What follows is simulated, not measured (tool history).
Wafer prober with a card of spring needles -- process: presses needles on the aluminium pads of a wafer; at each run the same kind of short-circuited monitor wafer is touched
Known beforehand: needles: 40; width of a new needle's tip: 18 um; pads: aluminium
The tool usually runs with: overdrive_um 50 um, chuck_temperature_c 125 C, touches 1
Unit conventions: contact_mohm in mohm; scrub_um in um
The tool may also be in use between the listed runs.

run	day	overdrive_um	chuck_temperature_c	touches	contact_mohm	scrub_um
1	0.000	50	125	1	247	8.58
# day 0.254: tips cleaned on abrasive film
2	0.771	50	125	1	247	8.61
# day 1.092: tips cleaned on abrasive film
# day 1.833: tips cleaned on abrasive film
3	1.846	50	30	1	207	8.61
# day 2.667: tips cleaned on abrasive film
4	3.075	50	30	1	230	8.57
# day 3.462: tips cleaned on abrasive film
5	4.167	50	30	1	233	8.55
# day 4.279: tips cleaned on abrasive film
# day 5.079: tips cleaned on abrasive film
6	5.108	50	30	1	207	8.48
# day 5.825: tips cleaned on abrasive film
7	6.346	50	30	1	231	8.53
# day 6.667: tips cleaned on abrasive film
# day 7.408: tips cleaned on abrasive film
8	7.596	50	30	1	216	8.50
# day 8.171: tips cleaned on abrasive film
9	8.483	50	125	1	240	8.39
# day 8.988: tips cleaned on abrasive film
10	9.621	50	125	2	244	8.46
# day 9.779: tips cleaned on abrasive film
11	10.371	50	125	1	250	8.42
# day 10.550: tips cleaned on abrasive film
12	11.125	50	125	1	252	8.44
# day 11.292: tips cleaned on abrasive film
13	12.012	50	125	1	254	8.43
# day 12.117: tips cleaned on abrasive film
14	12.596	50	125	1	245	8.36
# day 12.917: tips cleaned on abrasive film
15	13.196	50	125	1	243	8.40
# day 13.679: tips cleaned on abrasive film
16	14.208	66	45	1	218	11.11
# day 14.462: tips cleaned on abrasive film
# day 15.242: tips cleaned on abrasive film
17	15.433	66	45	1	212	11.20
# day 16.029: tips cleaned on abrasive film
# day 16.500: height of the first contact set anew
18	16.500	66	45	1	221	11.58
# day 16.846: tips cleaned on abrasive film
19	17.117	62	120	3	221	10.92

Run 20 has not been measured yet. What should we expect?
# day 17.621: tips cleaned on abrasive film
20	18.317	39	93	1	?	?

{"run 20": {"contact_mohm": 272, "scrub_um": 6.84}}
With the hidden condition absent and the run-to-run variation left alone, this run would have shown contact_mohm 218 mohm, scrub_um 6.86 um.

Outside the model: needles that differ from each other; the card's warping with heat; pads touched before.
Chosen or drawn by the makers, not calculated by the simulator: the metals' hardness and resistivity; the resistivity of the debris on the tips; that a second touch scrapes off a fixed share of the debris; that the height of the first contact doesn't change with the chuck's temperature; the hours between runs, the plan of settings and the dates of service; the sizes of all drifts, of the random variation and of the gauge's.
